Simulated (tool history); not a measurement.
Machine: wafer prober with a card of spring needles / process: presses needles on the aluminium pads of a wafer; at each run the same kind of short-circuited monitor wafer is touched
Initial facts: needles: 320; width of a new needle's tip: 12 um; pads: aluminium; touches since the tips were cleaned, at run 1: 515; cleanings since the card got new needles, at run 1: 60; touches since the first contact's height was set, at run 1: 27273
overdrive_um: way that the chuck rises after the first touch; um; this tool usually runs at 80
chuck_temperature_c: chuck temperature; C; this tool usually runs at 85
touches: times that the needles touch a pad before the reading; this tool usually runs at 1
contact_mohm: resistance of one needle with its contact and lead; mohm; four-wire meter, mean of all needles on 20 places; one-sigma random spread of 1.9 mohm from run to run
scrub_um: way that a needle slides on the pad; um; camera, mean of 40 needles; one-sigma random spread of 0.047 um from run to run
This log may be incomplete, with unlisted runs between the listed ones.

run   hour  overdrive_um  chuck_temperature_c  touches  touches since the tips were cleaned  cleanings since the card got new needles  touches since the first contact's height was set  contact_mohm  scrub_um
  1    0.0            80                   85        1                                  515                                        60                                             27273           216     18.92
       6.9  -- tips cleaned on abrasive film
      14.6  -- tips cleaned on abrasive film
  2   14.8            80                   85        1                                   66                                        62                                             31870           203     18.91
      22.2  -- tips cleaned on abrasive film
  3   26.0            80                   85        1                                 1208                                        63                                             35378           222     18.92
      30.3  -- tips cleaned on abrasive film
      37.6  -- tips cleaned on abrasive film
  4   39.9            80                   85        1                                  744                                        65                                             39709           218     18.81
      45.2  -- tips cleaned on abrasive film
  5   47.7            80                   85        1                                  787                                        66                                             42124           216     18.83
      53.8  -- tips cleaned on abrasive film
  6   60.1            80                   85        1                                 1994                                        67                                             46024           235     18.75
      61.6  -- tips cleaned on abrasive film
      69.0  -- tips cleaned on abrasive film
  7   71.7            80                   85        1                                  857                                        69                                             49620           220     18.77
      76.9  -- tips cleaned on abrasive film
  8   83.9            80                   61        1                                 2202                                        70                                             53431           231     18.74
      84.9  -- tips cleaned on abrasive film
      92.1  -- tips cleaned on abrasive film
  9   98.1            80                   61        1                                 1894                                        72                                             57855           233     18.80
     100.3  -- tips cleaned on abrasive film
 10  105.9            80                   61        1                                 1788                                        73                                             60283           229     18.77
     108.1  -- tips cleaned on abrasive film
     116.5  -- tips cleaned on abrasive film
 11  121.6            80                   61        1                                 1615                                        75                                             65164           225     18.59
     123.8  -- tips cleaned on abrasive film
 12  130.2            80                   61        1                                 2041                                        76                                             67863           232     18.67
     131.5  -- tips cleaned on abrasive film
     139.6  -- tips cleaned on abrasive film
 13  146.2            80                   85        1                                 2085                                        78                                             72828           235     18.55
     147.7  -- tips cleaned on abrasive film
     154.9  -- tips cleaned on abrasive film
 14  161.4            80                   85        1                                 2043                                        80                                             77554           235     18.73
     162.6  -- tips cleaned on abrasive film
     170.4  -- tips cleaned on abrasive film
 15  174.1            80                   85        1                                 1155                                        82                                             81502           225     18.55
     178.0  -- tips cleaned on abrasive film
 16  184.2            80                   85        1                                 1958                                        83                                             84675           236     18.57
     185.8  -- tips cleaned on abrasive film
     193.9  -- tips cleaned on abrasive film
 17  199.3            97                   85        2                                 1694                                        85                                             89367           212     22.49
     202.4  -- tips cleaned on abrasive film
     210.9  -- tips cleaned on abrasive film
 18  212.3            97                   85        2                                  447                                        87                                             93401           203     22.55
     218.1  -- tips cleaned on abrasive film
 19  219.6            69                   85        1                                  447                                        88                                             95664           223     15.79
     225.5  -- tips cleaned on abrasive film
     233.2  -- tips cleaned on abrasive film
 20  236.0            69                   85        1                                  871                                        90                                            100782           229     15.82
     240.5  -- tips cleaned on abrasive film
 21  245.8            69                   85        1                                 1680                                        91                                            103853           248     15.76
     248.4  -- tips cleaned on abrasive film
     256.4  -- tips cleaned on abrasive film
 22  256.9            91                   44        2                                  157                                        93                                            107293           193     20.98
     263.9  -- tips cleaned on abrasive film
 23  265.2            91                  118        1                                  406                                        94                                            109881           214     21.04
     271.8  -- tips cleaned on abrasive film
 24  276.8            91                  118        1                                 1600                                        95                                            113517           232     20.94

Forecast run 25:
     279.7  -- tips cleaned on abrasive film
     287.2  -- tips cleaned on abrasive film
 25  293.6            72                   50        2                                 2004                                        97                                            118729             ?         ?

Logged for run 25: contact_mohm 222 mohm, scrub_um 16.40 um.
Had the tool carried no hidden state, the very same run would have given contact_mohm 193 mohm, scrub_um 17.17 um.
